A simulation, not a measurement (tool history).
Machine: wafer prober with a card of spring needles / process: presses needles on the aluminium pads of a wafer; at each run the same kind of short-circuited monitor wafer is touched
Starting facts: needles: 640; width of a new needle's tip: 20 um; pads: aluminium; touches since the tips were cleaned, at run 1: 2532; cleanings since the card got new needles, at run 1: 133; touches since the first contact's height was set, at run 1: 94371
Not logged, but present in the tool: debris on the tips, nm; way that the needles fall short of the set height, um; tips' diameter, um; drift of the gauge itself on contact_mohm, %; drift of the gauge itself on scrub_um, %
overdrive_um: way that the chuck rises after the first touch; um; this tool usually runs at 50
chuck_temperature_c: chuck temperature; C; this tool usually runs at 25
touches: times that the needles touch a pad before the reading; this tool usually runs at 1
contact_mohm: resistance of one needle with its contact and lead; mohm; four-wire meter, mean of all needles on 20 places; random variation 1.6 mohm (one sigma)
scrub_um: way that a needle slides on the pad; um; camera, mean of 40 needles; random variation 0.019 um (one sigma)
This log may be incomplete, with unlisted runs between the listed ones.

run   hour  overdrive_um  chuck_temperature_c  touches  touches since the tips were cleaned  cleanings since the card got new needles  touches since the first contact's height was set  contact_mohm  scrub_um
  1    0.0            50                   25        1                                 2532                                       133                                             94371           154      7.53
       1.7  -- tips cleaned on abrasive film
       9.5  -- tips cleaned on abrasive film
      16.3  -- tips cleaned on abrasive film
      23.7  -- tips cleaned on abrasive film
  2   25.8            50                   25        1                                  887                                       137                                            104895           156      7.53
      30.4  -- tips cleaned on abrasive film
      36.8  -- tips cleaned on abrasive film
  3   38.3            50                   25        1                                  622                                       139                                            109982           156      7.51
      43.5  -- tips cleaned on abrasive film
  4   49.7            50                   25        1                                 2552                                       140                                            114661           153      7.51
      50.9  -- tips cleaned on abrasive film
      58.8  -- tips cleaned on abrasive film
      65.9  -- tips cleaned on abrasive film
  5   67.9            50                   25        1                                  849                                       143                                            122090           156      7.50
      72.7  -- tips cleaned on abrasive film
      80.0  -- tips cleaned on abrasive film
      86.4  -- tips cleaned on abrasive film
  6   89.7            50                   25        1                                 1395                                       146                                            131003           155      7.53
      93.0  -- tips cleaned on abrasive film
     100.8  -- tips cleaned on abrasive film
  7  101.7            50                   25        1                                  354                                       148                                            135857           156      7.49
     107.3  -- tips cleaned on abrasive film
     114.7  -- tips cleaned on abrasive film
     121.7  -- tips cleaned on abrasive film
  8  126.4            50                   25        1                                 1966                                       151                                            146004           155      7.48
     128.1  -- tips cleaned on abrasive film
     135.4  -- tips cleaned on abrasive film
     142.7  -- tips cleaned on abrasive film
  9  145.9            50                   60        1                                 1323                                       154                                            153950           162      7.46
     150.6  -- tips cleaned on abrasive film
     156.8  -- height of the first contact set anew
     158.2  -- tips cleaned on abrasive film
     165.7  -- tips cleaned on abrasive film
 10  171.5            50                   60        1                                 2399                                       157                                              6007           162      7.48
     173.2  -- tips cleaned on abrasive film
     180.8  -- tips cleaned on abrasive film
     187.9  -- tips cleaned on abrasive film
     195.1  -- tips cleaned on abrasive film
 11  196.1            50                   60        1                                  396                                       161                                             16023           160      7.44
     201.8  -- tips cleaned on abrasive film
     209.3  -- tips cleaned on abrasive film
 12  209.8            50                   60        1                                  222                                       163                                             21628           163      7.48
     216.6  -- tips cleaned on abrasive film
     223.8  -- tips cleaned on abrasive film
 13  228.2            50                   25        1                                 1817                                       165                                             29149           153      7.47
     231.4  -- tips cleaned on abrasive film
     238.8  -- tips cleaned on abrasive film
     246.5  -- tips cleaned on abrasive film
 14  252.7            50                   25        1                                 2566                                       168                                             39204           158      7.44
     254.4  -- tips cleaned on abrasive film
     261.1  -- tips cleaned on abrasive film
 15  267.0            50                   25        1                                 2474                                       170                                             45041           155      7.45
     268.7  -- tips cleaned on abrasive film
     276.2  -- tips cleaned on abrasive film
     284.2  -- tips cleaned on abrasive film
     291.5  -- tips cleaned on abrasive film
 16  293.1            57                   43        3                                  673                                       174                                             55683           157      8.49
     298.8  -- tips cleaned on abrasive film
     305.8  -- tips cleaned on abrasive film
 17  310.8            43                   43        2                                 2073                                       176                                             62941           166      6.43
     312.5  -- tips cleaned on abrasive film
     319.2  -- tips cleaned on abrasive film
     326.0  -- tips cleaned on abrasive film
 18  326.0            50                   28        1                                    0                                       179                                             69088           156      7.46
     332.9  -- tips cleaned on abrasive film
     339.6  -- tips cleaned on abrasive film
 19  339.6            50                   25        1                                    0                                       181                                             74636           157      7.43
     346.7  -- tips cleaned on abrasive film
 20  352.5            50                   92        2                                 2411                                       182                                             79957           168      7.39
     354.1  -- tips cleaned on abrasive film
     361.2  -- tips cleaned on abrasive film
     367.6  -- tips cleaned on abrasive film
     375.2  -- tips cleaned on abrasive film
 21  375.2            50                   92        2                                    0                                       186                                             89174           171      7.45
     382.7  -- tips cleaned on abrasive film
     390.3  -- tips cleaned on abrasive film
 22  390.9            50                   33        3                                  271                                       188                                             95617           153      7.42
     397.7  -- tips cleaned on abrasive film
     404.3  -- tips cleaned on abrasive film
 23  406.8            42                   43        3                                 1028                                       190                                            102095           165      6.24
     411.4  -- tips cleaned on abrasive film
     418.5  -- tips cleaned on abrasive film
     426.0  -- tips cleaned on abrasive film
     432.6  -- tips cleaned on abrasive film
 24  432.6            50                   49        2                                    0                                       194                                            112652           161      7.39
     440.5  -- tips cleaned on abrasive film
 25  443.7            63                   49        1                                 1352                                       195                                            117202           158      9.36
     447.0  -- tips cleaned on abrasive film
     454.8  -- tips cleaned on abrasive film
 26  457.5            49                   46        1                                 1115                                       197                                            122807           163      7.22
     461.9  -- tips cleaned on abrasive film
     469.7  -- tips cleaned on abrasive film
 27  472.5            49                   46        1                                 1154                                       199                                            128942           160      7.25
     477.0  -- tips cleaned on abrasive film
     484.5  -- tips cleaned on abrasive film
     492.0  -- tips cleaned on abrasive film
 28  492.0            69                   75        1                                    0                                       202                                            136917           159     10.24
     499.1  -- tips cleaned on abrasive film
     511.1  -- card fitted with new needles
     518.4  -- tips cleaned on abrasive film
     525.5  -- tips cleaned on abrasive film
 29  526.3            69                   75        1                                  332                                         2                                              6221           159     10.20

4 options for the next run, each taken on its own from the tool as it stands now. Forecast them:
     532.2  -- tips cleaned on abrasive film
     539.1  -- tips cleaned on abrasive film
     546.1  -- tips cleaned on abrasive film
  A  549.4            42                   75        1                                 1400                                         5                                             15667             ?         ?
     532.2  -- tips cleaned on abrasive film
     539.1  -- tips cleaned on abrasive film
     546.1  -- tips cleaned on abrasive film
  B  549.4            34                   82        1                                 1400                                         5                                             15667             ?         ?
     532.2  -- tips cleaned on abrasive film
     539.1  -- tips cleaned on abrasive film
     546.1  -- tips cleaned on abrasive film
  C  549.4            50                   69        1                                 1400                                         5                                             15667             ?         ?
     532.2  -- tips cleaned on abrasive film
     539.1  -- tips cleaned on abrasive film
     546.1  -- tips cleaned on abrasive film
  D  549.4            50                   73        2                                 1400                                         5                                             15667             ?         ?

run  contact_mohm  scrub_um
  A           172      6.24
  B           182      5.02
  C           164      7.39
  D           164      7.42
What these runs would have given with no unlogged condition in the tool:
run  contact_mohm  scrub_um
  A           172      6.34
  B           182      5.10
  C           164      7.51
  D           164      7.54

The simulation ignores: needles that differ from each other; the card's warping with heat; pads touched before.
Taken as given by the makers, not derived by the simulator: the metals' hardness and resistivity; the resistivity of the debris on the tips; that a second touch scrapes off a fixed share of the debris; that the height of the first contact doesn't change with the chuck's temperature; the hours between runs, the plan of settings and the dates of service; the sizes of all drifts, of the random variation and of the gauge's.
